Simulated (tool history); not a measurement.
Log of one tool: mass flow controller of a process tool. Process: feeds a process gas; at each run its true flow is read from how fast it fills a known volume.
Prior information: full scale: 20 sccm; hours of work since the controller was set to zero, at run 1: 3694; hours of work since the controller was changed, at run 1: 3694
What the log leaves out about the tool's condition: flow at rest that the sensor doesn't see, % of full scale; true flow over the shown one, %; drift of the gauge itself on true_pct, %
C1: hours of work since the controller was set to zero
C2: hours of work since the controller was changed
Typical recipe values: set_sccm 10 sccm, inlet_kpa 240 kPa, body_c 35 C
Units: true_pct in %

{"run": 1, "day": 0.0, "set_sccm": 10, "inlet_kpa": 240, "body_c": 35, "C1": 3694, "C2": 3694, "true_pct": 100.04}
{"run": 2, "day": 6.717, "set_sccm": 10, "inlet_kpa": 240, "body_c": 35, "C1": 3773, "C2": 3773, "true_pct": 99.91}
{"run": 3, "day": 10.8, "set_sccm": 10, "inlet_kpa": 240, "body_c": 35, "C1": 3821, "C2": 3821, "true_pct": 99.87}
{"run": 4, "day": 18.071, "set_sccm": 10, "inlet_kpa": 240, "body_c": 35, "C1": 3907, "C2": 3907, "true_pct": 99.77}
{"run": 5, "day": 21.317, "set_sccm": 10, "inlet_kpa": 240, "body_c": 35, "C1": 3945, "C2": 3945, "true_pct": 99.89}
{"run": 6, "day": 28.75, "set_sccm": 10, "inlet_kpa": 240, "body_c": 35, "C1": 4032, "C2": 4032, "true_pct": 99.88}
{"run": 7, "day": 34.846, "set_sccm": 12, "inlet_kpa": 240, "body_c": 35, "C1": 4104, "C2": 4104, "true_pct": 100.02}
{"run": 8, "day": 40.308, "set_sccm": 12, "inlet_kpa": 240, "body_c": 35, "C1": 4168, "C2": 4168, "true_pct": 99.91}
{"run": 9, "day": 45.425, "set_sccm": 12, "inlet_kpa": 240, "body_c": 35, "C1": 4228, "C2": 4228, "true_pct": 100.14}
{"run": 10, "day": 49.442, "set_sccm": 12, "inlet_kpa": 240, "body_c": 35, "C1": 4275, "C2": 4275, "true_pct": 100.03}
{"run": 11, "day": 56.512, "set_sccm": 12, "inlet_kpa": 240, "body_c": 35, "C1": 4359, "C2": 4359, "true_pct": 99.94}
{"day": 58.85, "done": "controller's zero set anew"}
{"run": 12, "day": 60.808, "set_sccm": 12, "inlet_kpa": 205, "body_c": 35, "C1": 23, "C2": 4409, "true_pct": 100.2}
{"run": 13, "day": 68.029, "set_sccm": 12, "inlet_kpa": 205, "body_c": 35, "C1": 108, "C2": 4494, "true_pct": 100.2}
{"run": 14, "day": 74.417, "set_sccm": 12, "inlet_kpa": 205, "body_c": 35, "C1": 183, "C2": 4569, "true_pct": 100.14}
{"run": 15, "day": 82.208, "set_sccm": 12, "inlet_kpa": 205, "body_c": 35, "C1": 274, "C2": 4660, "true_pct": 100}
{"run": 16, "day": 89.571, "set_sccm": 10, "inlet_kpa": 240, "body_c": 35, "C1": 361, "C2": 4747, "true_pct": 99.93}
{"run": 17, "day": 92.829, "set_sccm": 10, "inlet_kpa": 240, "body_c": 35, "C1": 399, "C2": 4785, "true_pct": 99.99}
{"run": 18, "day": 100.558, "set_sccm": 10, "inlet_kpa": 240, "body_c": 35, "C1": 490, "C2": 4876, "true_pct": 99.72}
{"run": 19, "day": 104.192, "set_sccm": 10, "inlet_kpa": 240, "body_c": 35, "C1": 533, "C2": 4919, "true_pct": 99.88}
{"run": 20, "day": 110.167, "set_sccm": 10, "inlet_kpa": 240, "body_c": 35, "C1": 603, "C2": 4989, "true_pct": 99.9}
{"run": 21, "day": 113.492, "set_sccm": 10, "inlet_kpa": 240, "body_c": 35, "C1": 642, "C2": 5028, "true_pct": 99.86}
{"run": 22, "day": 118.3, "set_sccm": 10, "inlet_kpa": 196, "body_c": 35, "C1": 699, "C2": 5084, "true_pct": 100.02}
{"run": 23, "day": 126.062, "set_sccm": 10, "inlet_kpa": 196, "body_c": 35, "C1": 790, "C2": 5176, "true_pct": 100.12}
{"run": 24, "day": 129.533, "set_sccm": 10, "inlet_kpa": 196, "body_c": 35, "C1": 831, "C2": 5217, "true_pct": 100.03}
{"run": 25, "day": 136.525, "set_sccm": 10, "inlet_kpa": 196, "body_c": 32, "C1": 913, "C2": 5299, "true_pct": 99.69}
{"run": 26, "day": 141.817, "set_sccm": 10, "inlet_kpa": 191, "body_c": 24, "C1": 975, "C2": 5361, "true_pct": 99.28}
{"run": 27, "day": 148.058, "set_sccm": 10, "inlet_kpa": 191, "body_c": 24, "C1": 1048, "C2": 5434, "true_pct": 99.37}
{"run": 28, "day": 153.25, "set_sccm": 10, "inlet_kpa": 191, "body_c": 24, "C1": 1109, "C2": 5495, "true_pct": 99.13}
{"run": 29, "day": 159.767, "set_sccm": 10, "inlet_kpa": 191, "body_c": 24, "C1": 1186, "C2": 5572, "true_pct": 99.12}
{"run": 30, "day": 164.508, "set_sccm": 7, "inlet_kpa": 158, "body_c": 24, "C1": 1242, "C2": 5628, "true_pct": 99.1}
{"run": 31, "day": 171.825, "set_sccm": 7, "inlet_kpa": 158, "body_c": 24, "C1": 1328, "C2": 5713, "true_pct": 99.27}
{"run": 32, "day": 179.096, "set_sccm": 7, "inlet_kpa": 158, "body_c": 24, "C1": 1413, "C2": 5799, "true_pct": 99.22}
{"run": 33, "day": 184.267, "set_sccm": 16, "inlet_kpa": 240, "body_c": 35, "C1": 1474, "C2": 5860, "true_pct": 100.24}
{"run": 34, "day": 188.317, "set_sccm": 16, "inlet_kpa": 172, "body_c": 22, "C1": 1521, "C2": 5907, "true_pct": 99.65}
{"run": 35, "day": 192.562, "set_sccm": 6, "inlet_kpa": 185, "body_c": 35, "C1": 1571, "C2": 5957, "true_pct": 99.83}
{"run": 36, "day": 198.704, "set_sccm": 7, "inlet_kpa": 145, "body_c": 23, "C1": 1644, "C2": 6029, "true_pct": 99.11}
{"run": 37, "day": 203.354, "set_sccm": 2, "inlet_kpa": 179, "body_c": 33, "C1": 1698, "C2": 6084, "true_pct": 99.37}
{"run": 38, "day": 210.854, "set_sccm": 2, "inlet_kpa": 179, "body_c": 33, "C1": 1786, "C2": 6172, "true_pct": 99.38}
{"run": 39, "day": 215.325, "set_sccm": 17, "inlet_kpa": 179, "body_c": 36, "C1": 1839, "C2": 6225, "true_pct": 100.56}
{"run": 40, "day": 218.917, "set_sccm": 6, "inlet_kpa": 152, "body_c": 26, "C1": 1881, "C2": 6267, "true_pct": 99.29}
{"run": 41, "day": 223.346, "set_sccm": 6, "inlet_kpa": 152, "body_c": 26, "C1": 1933, "C2": 6319, "true_pct": 99.33}
{"run": 42, "day": 230.592, "set_sccm": 10, "inlet_kpa": 172, "body_c": 27, "C1": 2018, "C2": 6404, "true_pct": 99.51}
{"run": 43, "day": 236.633, "set_sccm": 10, "inlet_kpa": 172, "body_c": 27, "C1": 2089, "C2": 6475, "true_pct": 99.58}
{"run": 44, "day": 240.254, "set_sccm": 7, "inlet_kpa": 219, "body_c": 34, "C1": 2132, "C2": 6518, "true_pct": 99.52}
{"run": 45, "day": 245.442, "set_sccm": 7, "inlet_kpa": 219, "body_c": 34, "C1": 2193, "C2": 6579, "true_pct": 99.69}
{"run": 46, "day": 249.546, "set_sccm": 7, "inlet_kpa": 219, "body_c": 34, "C1": 2241, "C2": 6627, "true_pct": 99.72}
{"run": 47, "day": 254.021, "set_sccm": 10, "inlet_kpa": 240, "body_c": 27, "C1": 2294, "C2": 6679, "true_pct": 99.28}
{"run": 48, "day": 259.058, "set_sccm": 10, "inlet_kpa": 240, "body_c": 27, "C1": 2353, "C2": 6739, "true_pct": 99.15}

Consider 3 possible next runs. They are alternatives, not a sequence: every one starts from the tool as it was left by run 48. What does each give?
{"run": "A", "day": 263.954, "set_sccm": 9, "inlet_kpa": 228, "body_c": 38, "C1": 2410, "C2": 6796, "true_pct": "?"}
{"run": "B", "day": 263.954, "set_sccm": 3, "inlet_kpa": 240, "body_c": 35, "C1": 2410, "C2": 6796, "true_pct": "?"}
{"run": "C", "day": 263.954, "set_sccm": 10, "inlet_kpa": 249, "body_c": 35, "C1": 2410, "C2": 6796, "true_pct": "?"}

run=A true_pct=99.94
run=B true_pct=99.21
run=C true_pct=99.9
Without the tool's unlogged condition, the same runs would have read:
run=A true_pct=99.93
run=B true_pct=99.2
run=C true_pct=99.89

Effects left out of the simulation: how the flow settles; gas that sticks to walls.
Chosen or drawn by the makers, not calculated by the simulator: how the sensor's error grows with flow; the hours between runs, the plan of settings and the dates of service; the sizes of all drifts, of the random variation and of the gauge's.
